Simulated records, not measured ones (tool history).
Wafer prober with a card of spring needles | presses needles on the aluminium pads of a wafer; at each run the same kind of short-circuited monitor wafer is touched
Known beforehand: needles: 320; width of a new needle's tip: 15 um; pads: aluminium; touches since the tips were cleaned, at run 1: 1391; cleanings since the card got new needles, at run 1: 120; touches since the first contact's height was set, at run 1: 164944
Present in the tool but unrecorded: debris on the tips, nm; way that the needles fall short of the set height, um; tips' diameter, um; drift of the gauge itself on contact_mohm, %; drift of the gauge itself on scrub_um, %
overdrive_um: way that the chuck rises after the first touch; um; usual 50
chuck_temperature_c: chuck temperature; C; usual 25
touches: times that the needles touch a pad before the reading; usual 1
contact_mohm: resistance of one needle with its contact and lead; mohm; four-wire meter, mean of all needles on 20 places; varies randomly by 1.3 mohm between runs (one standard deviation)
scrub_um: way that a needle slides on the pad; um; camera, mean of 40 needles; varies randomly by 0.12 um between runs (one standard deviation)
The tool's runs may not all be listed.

run	hour	overdrive_um	chuck_temperature_c	touches	touches since the tips were cleaned	cleanings since the card got new needles	touches since the first contact's height was set	contact_mohm	scrub_um
1	0.0	50	25	1	1391	120	164944	106	8.77
# hour 6.2: tips cleaned on abrasive film
# hour 14.5: tips cleaned on abrasive film
# hour 22.7: tips cleaned on abrasive film
# hour 33.0: tips cleaned on abrasive film
# hour 41.3: tips cleaned on abrasive film
2	44.5	50	25	1	1925	125	191838	105	8.75
# hour 50.7: tips cleaned on abrasive film
# hour 58.9: tips cleaned on abrasive film
# hour 67.2: tips cleaned on abrasive film
# hour 75.5: tips cleaned on abrasive film
# hour 83.7: tips cleaned on abrasive film
# hour 92.0: tips cleaned on abrasive film
# hour 100.2: tips cleaned on abrasive film
# hour 108.5: tips cleaned on abrasive film
# hour 116.8: tips cleaned on abrasive film
# hour 121.2: height of the first contact set anew
# hour 125.3: tips cleaned on abrasive film
3	131.0	50	39	1	3482	135	5979	107	9.04
# hour 135.2: tips cleaned on abrasive film
# hour 143.5: tips cleaned on abrasive film
# hour 151.7: tips cleaned on abrasive film
# hour 160.0: tips cleaned on abrasive film
# hour 170.3: tips cleaned on abrasive film
# hour 180.3: tips cleaned on abrasive film
4	180.3	50	39	1	0	141	35789	108	8.74
# hour 190.6: tips cleaned on abrasive film
# hour 201.0: tips cleaned on abrasive film
# hour 211.3: tips cleaned on abrasive film
# hour 219.5: tips cleaned on abrasive film
# hour 229.8: tips cleaned on abrasive film
# hour 238.1: tips cleaned on abrasive film
# hour 246.3: tips cleaned on abrasive film
# hour 254.6: tips cleaned on abrasive film
# hour 262.9: tips cleaned on abrasive film
5	269.8	50	39	1	4244	150	89972	107	8.76
# hour 271.9: tips cleaned on abrasive film
# hour 280.2: tips cleaned on abrasive film
# hour 290.5: tips cleaned on abrasive film
# hour 298.8: tips cleaned on abrasive film
# hour 307.0: tips cleaned on abrasive film
# hour 315.3: tips cleaned on abrasive film
# hour 323.6: tips cleaned on abrasive film
# hour 331.8: tips cleaned on abrasive film
# hour 342.1: tips cleaned on abrasive film
# hour 351.7: tips cleaned on abrasive film
6	351.7	50	39	1	0	160	139441	107	8.88
# hour 359.9: tips cleaned on abrasive film
# hour 368.2: tips cleaned on abrasive film
# hour 376.4: tips cleaned on abrasive film
# hour 384.7: tips cleaned on abrasive film
# hour 395.0: tips cleaned on abrasive film
# hour 405.3: tips cleaned on abrasive film
# hour 413.6: tips cleaned on abrasive film
# hour 421.8: tips cleaned on abrasive film
# hour 430.1: tips cleaned on abrasive film
# hour 438.4: tips cleaned on abrasive film
7	439.0	50	39	1	410	170	192288	109	8.94
# hour 447.3: tips cleaned on abrasive film
# hour 455.5: tips cleaned on abrasive film
# hour 465.8: tips cleaned on abrasive film
# hour 476.2: tips cleaned on abrasive film
8	477.3	50	39	1	713	174	215474	108	8.93
# hour 485.6: tips cleaned on abrasive film
# hour 493.8: tips cleaned on abrasive film
# hour 504.1: tips cleaned on abrasive film
# hour 512.4: tips cleaned on abrasive film
# hour 514.7: height of the first contact set anew
# hour 523.0: tips cleaned on abrasive film
# hour 531.3: tips cleaned on abrasive film
# hour 539.5: tips cleaned on abrasive film
# hour 547.8: tips cleaned on abrasive film
9	548.0	50	39	1	112	182	20088	109	8.84
# hour 556.2: tips cleaned on abrasive film
# hour 564.5: tips cleaned on abrasive film
# hour 572.8: tips cleaned on abrasive film
# hour 583.1: tips cleaned on abrasive film
10	589.2	50	25	1	3774	186	45086	105	9.05
# hour 591.4: tips cleaned on abrasive film
# hour 601.7: tips cleaned on abrasive film
# hour 610.0: tips cleaned on abrasive film
# hour 618.2: tips cleaned on abrasive film
# hour 626.5: tips cleaned on abrasive film
# hour 634.8: tips cleaned on abrasive film
# hour 643.0: tips cleaned on abrasive film
# hour 651.3: tips cleaned on abrasive film
# hour 659.5: tips cleaned on abrasive film
# hour 667.8: tips cleaned on abrasive film
# hour 676.1: tips cleaned on abrasive film
11	676.5	50	25	1	243	197	97783	106	8.86
# hour 684.7: tips cleaned on abrasive film
# hour 693.0: tips cleaned on abrasive film
# hour 703.3: tips cleaned on abrasive film
# hour 711.5: tips cleaned on abrasive film
# hour 719.8: tips cleaned on abrasive film
# hour 728.1: tips cleaned on abrasive film
# hour 737.0: tips cleaned on abrasive film
12	737.0	50	25	1	0	204	134395	107	8.89
# hour 745.3: tips cleaned on abrasive film
# hour 753.5: tips cleaned on abrasive film
# hour 761.8: tips cleaned on abrasive film
# hour 770.0: tips cleaned on abrasive film
# hour 780.3: tips cleaned on abrasive film
# hour 790.6: tips cleaned on abrasive film
# hour 800.9: tips cleaned on abrasive film
# hour 811.3: tips cleaned on abrasive film
13	812.9	67	119	1	982	212	180323	117	12.28
# hour 821.1: tips cleaned on abrasive film
# hour 829.4: tips cleaned on abrasive film
# hour 837.6: tips cleaned on abrasive film
# hour 845.9: tips cleaned on abrasive film
# hour 854.2: tips cleaned on abrasive film
# hour 862.4: tips cleaned on abrasive film
# hour 872.7: tips cleaned on abrasive film
14	878.5	59	109	2	3527	219	220056	114	10.19
# hour 882.7: tips cleaned on abrasive film
# hour 890.9: tips cleaned on abrasive film
# hour 899.2: tips cleaned on abrasive film
# hour 907.5: tips cleaned on abrasive film
# hour 907.8: height of the first contact set anew
# hour 916.0: tips cleaned on abrasive film
# hour 924.3: tips cleaned on abrasive film
# hour 934.6: tips cleaned on abrasive film
15	935.8	59	109	2	758	226	16989	117	10.82
# hour 944.1: tips cleaned on abrasive film
# hour 952.4: tips cleaned on abrasive film
# hour 960.6: tips cleaned on abrasive film
# hour 968.9: tips cleaned on abrasive film
# hour 977.1: tips cleaned on abrasive film
# hour 985.4: tips cleaned on abrasive film
# hour 993.7: tips cleaned on abrasive film
16	1000.3	47	73	1	4067	233	56015	111	8.41
# hour 1002.5: tips cleaned on abrasive film
# hour 1010.7: tips cleaned on abrasive film
# hour 1019.0: tips cleaned on abrasive film
# hour 1027.2: tips cleaned on abrasive film
# hour 1035.5: tips cleaned on abrasive film
# hour 1043.8: tips cleaned on abrasive film
# hour 1052.0: tips cleaned on abrasive film
# hour 1060.3: tips cleaned on abrasive film
17	1065.5	50	51	1	3197	241	95420	111	9.07
# hour 1069.7: tips cleaned on abrasive film
# hour 1078.0: tips cleaned on abrasive film
# hour 1086.2: tips cleaned on abrasive film
# hour 1096.5: tips cleaned on abrasive film
# hour 1104.8: tips cleaned on abrasive film
# hour 1113.0: tips cleaned on abrasive film
# hour 1123.3: tips cleaned on abrasive film
18	1125.8	41	33	1	1516	248	131895	112	7.18
# hour 1132.1: tips cleaned on abrasive film
# hour 1140.3: tips cleaned on abrasive film
# hour 1148.6: tips cleaned on abrasive film
# hour 1158.9: tips cleaned on abrasive film
# hour 1167.1: tips cleaned on abrasive film
# hour 1175.4: tips cleaned on abrasive film
19	1183.4	51	25	1	4895	254	166758	104	9.18

How the hidden state differs across the entries between the runs, from the last listed run before each to the first after it:
In the gap between runs 1 and 2: tips cleaned on abrasive film (hour 6.2); tips cleaned on abrasive film (hour 14.5); tips cleaned on abrasive film (hour 22.7); tips cleaned on abrasive film (hour 33.0); tips cleaned on abrasive film (hour 41.3)
  way that the needles fall short of the set height, um: 0 -> 0.01
In the gap between runs 2 and 3: tips cleaned on abrasive film (hour 50.7); tips cleaned on abrasive film (hour 58.9); tips cleaned on abrasive film (hour 67.2); tips cleaned on abrasive film (hour 75.5); tips cleaned on abrasive film (hour 83.7); tips cleaned on abrasive film (hour 92.0); tips cleaned on abrasive film (hour 100.2); tips cleaned on abrasive film (hour 108.5); tips cleaned on abrasive film (hour 116.8); height of the first contact set anew (hour 121.2); tips cleaned on abrasive film (hour 125.3)
  way that the needles fall short of the set height, um: 0.01 -> 0
In the gap between runs 3 and 4: tips cleaned on abrasive film (hour 135.2); tips cleaned on abrasive film (hour 143.5); tips cleaned on abrasive film (hour 151.7); tips cleaned on abrasive film (hour 160.0); tips cleaned on abrasive film (hour 170.3); tips cleaned on abrasive film (hour 180.3)
  debris on the tips, nm: 0.1 -> 0
In the gap between runs 4 and 5: tips cleaned on abrasive film (hour 190.6); tips cleaned on abrasive film (hour 201.0); tips cleaned on abrasive film (hour 211.3); tips cleaned on abrasive film (hour 219.5); tips cleaned on abrasive film (hour 229.8); tips cleaned on abrasive film (hour 238.1); tips cleaned on abrasive film (hour 246.3); tips cleaned on abrasive film (hour 254.6); tips cleaned on abrasive film (hour 262.9)
  debris on the tips, nm: 0 -> 0.1
In the gap between runs 5 and 6: tips cleaned on abrasive film (hour 271.9); tips cleaned on abrasive film (hour 280.2); tips cleaned on abrasive film (hour 290.5); tips cleaned on abrasive film (hour 298.8); tips cleaned on abrasive film (hour 307.0); tips cleaned on abrasive film (hour 315.3); tips cleaned on abrasive film (hour 323.6); tips cleaned on abrasive film (hour 331.8); tips cleaned on abrasive film (hour 342.1); tips cleaned on abrasive film (hour 351.7)
  debris on the tips, nm: 0.1 -> 0
In the gap between runs 6 and 7: tips cleaned on abrasive film (hour 359.9); tips cleaned on abrasive film (hour 368.2); tips cleaned on abrasive film (hour 376.4); tips cleaned on abrasive film (hour 384.7); tips cleaned on abrasive film (hour 395.0); tips cleaned on abrasive film (hour 405.3); tips cleaned on abrasive film (hour 413.6); tips cleaned on abrasive film (hour 421.8); tips cleaned on abrasive film (hour 430.1); tips cleaned on abrasive film (hour 438.4)
  way that the needles fall short of the set height, um: 0 -> 0.01
In the gap between runs 7 and 8: tips cleaned on abrasive film (hour 447.3); tips cleaned on abrasive film (hour 455.5); tips cleaned on abrasive film (hour 465.8); tips cleaned on abrasive film (hour 476.2)
  no difference in the tool's unlogged condition between these two runs
In the gap between runs 8 and 9: tips cleaned on abrasive film (hour 485.6); tips cleaned on abrasive film (hour 493.8); tips cleaned on abrasive film (hour 504.1); tips cleaned on abrasive film (hour 512.4); height of the first contact set anew (hour 514.7); tips cleaned on abrasive film (hour 523.0); tips cleaned on abrasive film (hour 531.3); tips cleaned on abrasive film (hour 539.5); tips cleaned on abrasive film (hour 547.8)
  way that the needles fall short of the set height, um: 0.01 -> 0
In the gap between runs 9 and 10: tips cleaned on abrasive film (hour 556.2); tips cleaned on abrasive film (hour 564.5); tips cleaned on abrasive film (hour 572.8); tips cleaned on abrasive film (hour 583.1)
  debris on the tips, nm: 0 -> 0.1
In the gap between runs 10 and 11: tips cleaned on abrasive film (hour 591.4); tips cleaned on abrasive film (hour 601.7); tips cleaned on abrasive film (hour 610.0); tips cleaned on abrasive film (hour 618.2); tips cleaned on abrasive film (hour 626.5); tips cleaned on abrasive film (hour 634.8); tips cleaned on abrasive film (hour 643.0); tips cleaned on abrasive film (hour 651.3); tips cleaned on abrasive film (hour 659.5); tips cleaned on abrasive film (hour 667.8); tips cleaned on abrasive film (hour 676.1)
  debris on the tips, nm: 0.1 -> 0
In the gap between runs 11 and 12: tips cleaned on abrasive film (hour 684.7); tips cleaned on abrasive film (hour 693.0); tips cleaned on abrasive film (hour 703.3); tips cleaned on abrasive film (hour 711.5); tips cleaned on abrasive film (hour 719.8); tips cleaned on abrasive film (hour 728.1); tips cleaned on abrasive film (hour 737.0)
  no difference in the tool's unlogged condition between these two runs
In the gap between runs 12 and 13: tips cleaned on abrasive film (hour 745.3); tips cleaned on abrasive film (hour 753.5); tips cleaned on abrasive film (hour 761.8); tips cleaned on abrasive film (hour 770.0); tips cleaned on abrasive film (hour 780.3); tips cleaned on abrasive film (hour 790.6); tips cleaned on abrasive film (hour 800.9); tips cleaned on abrasive film (hour 811.3)
  way that the needles fall short of the set height, um: 0 -> 0.01
In the gap between runs 13 and 14: tips cleaned on abrasive film (hour 821.1); tips cleaned on abrasive film (hour 829.4); tips cleaned on abrasive film (hour 837.6); tips cleaned on abrasive film (hour 845.9); tips cleaned on abrasive film (hour 854.2); tips cleaned on abrasive film (hour 862.4); tips cleaned on abrasive film (hour 872.7)
  debris on the tips, nm: 0 -> 0.1
In the gap between runs 14 and 15: tips cleaned on abrasive film (hour 882.7); tips cleaned on abrasive film (hour 890.9); tips cleaned on abrasive film (hour 899.2); tips cleaned on abrasive film (hour 907.5); height of the first contact set anew (hour 907.8); tips cleaned on abrasive film (hour 916.0); tips cleaned on abrasive film (hour 924.3); tips cleaned on abrasive film (hour 934.6)
  debris on the tips, nm: 0.1 -> 0; way that the needles fall short of the set height, um: 0.01 -> 0
In the gap between runs 15 and 16: tips cleaned on abrasive film (hour 944.1); tips cleaned on abrasive film (hour 952.4); tips cleaned on abrasive film (hour 960.6); tips cleaned on abrasive film (hour 968.9); tips cleaned on abrasive film (hour 977.1); tips cleaned on abrasive film (hour 985.4); tips cleaned on abrasive film (hour 993.7)
  debris on the tips, nm: 0 -> 0.1
In the gap between runs 16 and 17: tips cleaned on abrasive film (hour 1002.5); tips cleaned on abrasive film (hour 1010.7); tips cleaned on abrasive film (hour 1019.0); tips cleaned on abrasive film (hour 1027.2); tips cleaned on abrasive film (hour 1035.5); tips cleaned on abrasive film (hour 1043.8); tips cleaned on abrasive film (hour 1052.0); tips cleaned on abrasive film (hour 1060.3)
  no difference in the tool's unlogged condition between these two runs
In the gap between runs 17 and 18: tips cleaned on abrasive film (hour 1069.7); tips cleaned on abrasive film (hour 1078.0); tips cleaned on abrasive film (hour 1086.2); tips cleaned on abrasive film (hour 1096.5); tips cleaned on abrasive film (hour 1104.8); tips cleaned on abrasive film (hour 1113.0); tips cleaned on abrasive film (hour 1123.3)
  no difference in the tool's unlogged condition between these two runs
In the gap between runs 18 and 19: tips cleaned on abrasive film (hour 1132.1); tips cleaned on abrasive film (hour 1140.3); tips cleaned on abrasive film (hour 1148.6); tips cleaned on abrasive film (hour 1158.9); tips cleaned on abrasive film (hour 1167.1); tips cleaned on abrasive film (hour 1175.4)
  way that the needles fall short of the set height, um: 0 -> 0.01
